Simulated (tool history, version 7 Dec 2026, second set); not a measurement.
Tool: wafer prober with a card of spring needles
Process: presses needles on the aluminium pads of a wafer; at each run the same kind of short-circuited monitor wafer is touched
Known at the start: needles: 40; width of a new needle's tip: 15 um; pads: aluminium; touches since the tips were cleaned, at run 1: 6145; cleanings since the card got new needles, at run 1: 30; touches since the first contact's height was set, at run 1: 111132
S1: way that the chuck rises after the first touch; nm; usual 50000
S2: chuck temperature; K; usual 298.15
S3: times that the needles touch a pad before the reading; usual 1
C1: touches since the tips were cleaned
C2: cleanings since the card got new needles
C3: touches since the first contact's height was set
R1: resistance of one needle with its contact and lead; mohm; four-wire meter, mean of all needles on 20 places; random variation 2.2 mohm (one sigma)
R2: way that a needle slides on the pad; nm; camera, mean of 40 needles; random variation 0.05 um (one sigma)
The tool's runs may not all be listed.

{"run": 1, "hour": 0.0, "S1": 50000, "S2": 298.15, "S3": 1, "C1": 6145, "C2": 30, "C3": 111132, "R1": 250, "R2": 9970}
{"hour": 4.3, "done": "tips cleaned on abrasive film"}
{"run": 2, "hour": 13.3, "S1": 50000, "S2": 298.15, "S3": 1, "C1": 6600, "C2": 31, "C3": 120782, "R1": 249, "R2": 9860}
{"hour": 16.6, "done": "tips cleaned on abrasive film"}
{"run": 3, "hour": 24.0, "S1": 50000, "S2": 298.15, "S3": 1, "C1": 5418, "C2": 32, "C3": 128580, "R1": 250, "R2": 9870}
{"hour": 28.6, "done": "tips cleaned on abrasive film"}
{"run": 4, "hour": 35.6, "S1": 50000, "S2": 298.15, "S3": 1, "C1": 5171, "C2": 33, "C3": 137042, "R1": 249, "R2": 9970}
{"hour": 40.4, "done": "tips cleaned on abrasive film"}
{"run": 5, "hour": 46.2, "S1": 42000, "S2": 298.15, "S3": 1, "C1": 4251, "C2": 34, "C3": 144721, "R1": 252, "R2": 8340}
{"hour": 52.5, "done": "tips cleaned on abrasive film"}
{"run": 6, "hour": 57.6, "S1": 50000, "S2": 325.15, "S3": 1, "C1": 3738, "C2": 35, "C3": 153007, "R1": 255, "R2": 9990}
{"hour": 64.6, "done": "tips cleaned on abrasive film"}
{"run": 7, "hour": 65.8, "S1": 50000, "S2": 318.15, "S3": 1, "C1": 887, "C2": 36, "C3": 158925, "R1": 254, "R2": 9920}
{"run": 8, "hour": 73.9, "S1": 50000, "S2": 318.15, "S3": 1, "C1": 6841, "C2": 36, "C3": 164879, "R1": 256, "R2": 9920}
{"hour": 77.3, "done": "tips cleaned on abrasive film"}
{"run": 9, "hour": 82.3, "S1": 50000, "S2": 318.15, "S3": 1, "C1": 3677, "C2": 37, "C3": 170972, "R1": 253, "R2": 9920}
{"run": 10, "hour": 88.7, "S1": 44000, "S2": 298.15, "S3": 1, "C1": 8327, "C2": 37, "C3": 175622, "R1": 249, "R2": 8740}
{"hour": 89.7, "done": "tips cleaned on abrasive film"}
{"run": 11, "hour": 97.6, "S1": 50000, "S2": 298.15, "S3": 1, "C1": 5735, "C2": 38, "C3": 182075, "R1": 251, "R2": 9920}
{"hour": 101.8, "done": "tips cleaned on abrasive film"}
{"run": 12, "hour": 104.7, "S1": 50000, "S2": 298.15, "S3": 1, "C1": 2093, "C2": 39, "C3": 187213, "R1": 245, "R2": 10010}
{"hour": 114.3, "done": "tips cleaned on abrasive film"}
{"hour": 119.9, "done": "height of the first contact set anew"}
{"run": 13, "hour": 119.9, "S1": 50000, "S2": 298.15, "S3": 1, "C1": 3926, "C2": 40, "C3": 0, "R1": 247, "R2": 10030}
{"hour": 126.6, "done": "tips cleaned on abrasive film"}
{"run": 14, "hour": 134.7, "S1": 50000, "S2": 298.15, "S3": 1, "C1": 5924, "C2": 41, "C3": 10766, "R1": 248, "R2": 9960}
{"hour": 138.7, "done": "tips cleaned on abrasive film"}
{"run": 15, "hour": 149.9, "S1": 50000, "S2": 298.15, "S3": 1, "C1": 8265, "C2": 42, "C3": 21878, "R1": 250, "R2": 9970}
{"hour": 151.0, "done": "tips cleaned on abrasive film"}
{"run": 16, "hour": 161.8, "S1": 50000, "S2": 298.15, "S3": 1, "C1": 7960, "C2": 43, "C3": 30509, "R1": 244, "R2": 9980}
{"hour": 163.7, "done": "tips cleaned on abrasive film"}
{"run": 17, "hour": 171.6, "S1": 50000, "S2": 298.15, "S3": 1, "C1": 5788, "C2": 44, "C3": 37601, "R1": 247, "R2": 10030}
{"hour": 175.9, "done": "tips cleaned on abrasive film"}
{"run": 18, "hour": 185.7, "S1": 50000, "S2": 306.15, "S3": 2, "C1": 7168, "C2": 45, "C3": 47881, "R1": 251, "R2": 10060}
{"hour": 188.8, "done": "tips cleaned on abrasive film"}
{"run": 19, "hour": 192.0, "S1": 50000, "S2": 306.15, "S3": 2, "C1": 2376, "C2": 46, "C3": 52447, "R1": 251, "R2": 10020}
{"run": 20, "hour": 200.2, "S1": 61000, "S2": 326.15, "S3": 1, "C1": 8336, "C2": 46, "C3": 58407, "R1": 256, "R2": 12250}
{"hour": 201.5, "done": "tips cleaned on abrasive film"}
{"run": 21, "hour": 211.5, "S1": 56000, "S2": 383.15, "S3": 1, "C1": 7337, "C2": 47, "C3": 66633, "R1": 274, "R2": 11270}
{"hour": 213.4, "done": "tips cleaned on abrasive film"}
{"hour": 225.6, "done": "tips cleaned on abrasive film"}
{"run": 22, "hour": 225.6, "S1": 38000, "S2": 383.15, "S3": 1, "C1": 6, "C2": 49, "C3": 76873, "R1": 276, "R2": 7720}
{"run": 23, "hour": 232.5, "S1": 60000, "S2": 360.15, "S3": 1, "C1": 5016, "C2": 49, "C3": 81883, "R1": 265, "R2": 11960}
{"hour": 237.8, "done": "tips cleaned on abrasive film"}
{"run": 24, "hour": 239.2, "S1": 60000, "S2": 360.15, "S3": 1, "C1": 999, "C2": 50, "C3": 86718, "R1": 262, "R2": 12160}
{"hour": 249.9, "done": "tips cleaned on abrasive film"}
{"run": 25, "hour": 250.2, "S1": 60000, "S2": 360.15, "S3": 1, "C1": 245, "C2": 51, "C3": 94755, "R1": 265, "R2": 12050}
{"run": 26, "hour": 261.1, "S1": 51000, "S2": 311.15, "S3": 2, "C1": 8241, "C2": 51, "C3": 102751, "R1": 250, "R2": 10270}
{"hour": 262.5, "done": "tips cleaned on abrasive film"}
{"run": 27, "hour": 273.1, "S1": 39000, "S2": 327.15, "S3": 2, "C1": 7807, "C2": 52, "C3": 111459, "R1": 256, "R2": 7840}
{"hour": 274.9, "done": "tips cleaned on abrasive film"}
{"run": 28, "hour": 281.5, "S1": 31000, "S2": 298.15, "S3": 1, "C1": 4809, "C2": 53, "C3": 117498, "R1": 258, "R2": 6270}
{"hour": 287.9, "done": "tips cleaned on abrasive film"}
{"run": 29, "hour": 290.4, "S1": 48000, "S2": 303.15, "S3": 1, "C1": 1826, "C2": 54, "C3": 123967, "R1": 251, "R2": 9770}
{"hour": 300.5, "done": "tips cleaned on abrasive film"}
{"run": 30, "hour": 305.2, "S1": 48000, "S2": 303.15, "S3": 1, "C1": 3455, "C2": 55, "C3": 134794, "R1": 252, "R2": 9740}
{"hour": 312.6, "done": "tips cleaned on abrasive film"}
{"run": 31, "hour": 313.9, "S1": 48000, "S2": 303.15, "S3": 1, "C1": 942, "C2": 56, "C3": 141089, "R1": 250, "R2": 9630}
{"hour": 325.2, "done": "tips cleaned on abrasive film"}
{"run": 32, "hour": 325.2, "S1": 35000, "S2": 298.15, "S3": 1, "C1": 0, "C2": 57, "C3": 149249, "R1": 254, "R2": 7140}
{"run": 33, "hour": 334.0, "S1": 33000, "S2": 384.15, "S3": 1, "C1": 6501, "C2": 57, "C3": 155750, "R1": 279, "R2": 6690}

Hidden state or all else? Some run-to-run changes of R2, split into what the settings, what came in and random variation would give without the hidden state, and what is left for the hidden state (with any gauge scatter that isn't in both results):
The hidden state here: debris on the tips, nm; way that the needles fall short of the set height, um; tips' diameter, um; drift of the gauge itself on contact_mohm, %; drift of the gauge itself on scrub_um, %.
Run 21 -> 22: S1 56000 -> 38000, tips cleaned on abrasive film, tips cleaned on abrasive film. R2 -3550 nm: hidden state -40, all else -3510.
Run 22 -> 23: S1 38000 -> 60000, S2 383.15 -> 360.15. R2 +4240 nm: hidden state +70, all else +4170.
Run 28 -> 29: S1 31000 -> 48000, S2 298.15 -> 303.15, tips cleaned on abrasive film. R2 +3500 nm: hidden state +80, all else +3420.
Run 31 -> 32: S1 48000 -> 35000, S2 303.15 -> 298.15, tips cleaned on abrasive film. R2 -2490 nm: hidden state -60, all else -2430.
